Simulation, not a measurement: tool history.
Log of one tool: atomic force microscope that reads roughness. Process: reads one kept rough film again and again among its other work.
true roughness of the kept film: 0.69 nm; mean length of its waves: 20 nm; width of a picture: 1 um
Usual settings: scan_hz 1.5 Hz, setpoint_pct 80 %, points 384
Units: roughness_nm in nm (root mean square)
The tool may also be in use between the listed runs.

run,hour,scan_hz,setpoint_pct,points,roughness_nm
1,0,1.5,80,384,0.574
2,18.2,1.5,80,384,0.577
3,37.7,1.5,63,384,0.588
4,78.5,1.5,80,384,0.53
5,96.1,1.5,59,384,0.562
# hour 114.1: new tip fitted
6,122.2,1.5,66,384,0.606
7,161.9,1.5,80,304,0.547
8,196.9,1.26,80,304,0.542
9,217.4,1.5,64,384,0.564
# hour 237.7: new tip fitted
10,256,1.5,64,384,0.602
11,276.5,1.5,64,384,0.6
12,316.2,1.5,64,384,0.575
13,346.4,1.5,64,384,0.554
# hour 359.2: new tip fitted
14,383.6,1.5,64,384,0.603
15,401.3,1.5,60,264,0.587
16,426.1,1.5,60,264,0.572
17,462.5,1.5,80,578,0.538
# hour 480.7: new tip fitted
18,493.2,1.5,80,578,0.581
19,514.1,1.5,80,578,0.566
20,535.6,2.03,80,578,0.531
21,556.9,1.08,64,334,0.573
22,575,1.5,80,355,0.533
23,601.3,1.5,61,468,0.56
# hour 605.2: new tip fitted
24,637.2,0.82,80,384,0.589
25,668,1.55,57,710,0.603
26,699.7,1.5,68,574,0.57
27,722,1.5,63,574,0.56

Forecast each of these 5 alternatives for the next run:
# hour 728.9: new tip fitted
A,760,2.66,73,951,?
# hour 728.9: new tip fitted
B,760,0.56,63,397,?
# hour 728.9: new tip fitted
C,760,1.82,85,275,?
# hour 728.9: new tip fitted
D,760,3.16,87,296,?
# hour 728.9: new tip fitted
E,760,1.97,56,384,?

run,roughness_nm
A,0.559
B,0.623
C,0.519
D,0.458
E,0.613
Without the tool's hidden state the same runs would have given:
run,roughness_nm
A,0.572
B,0.638
C,0.531
D,0.468
E,0.627
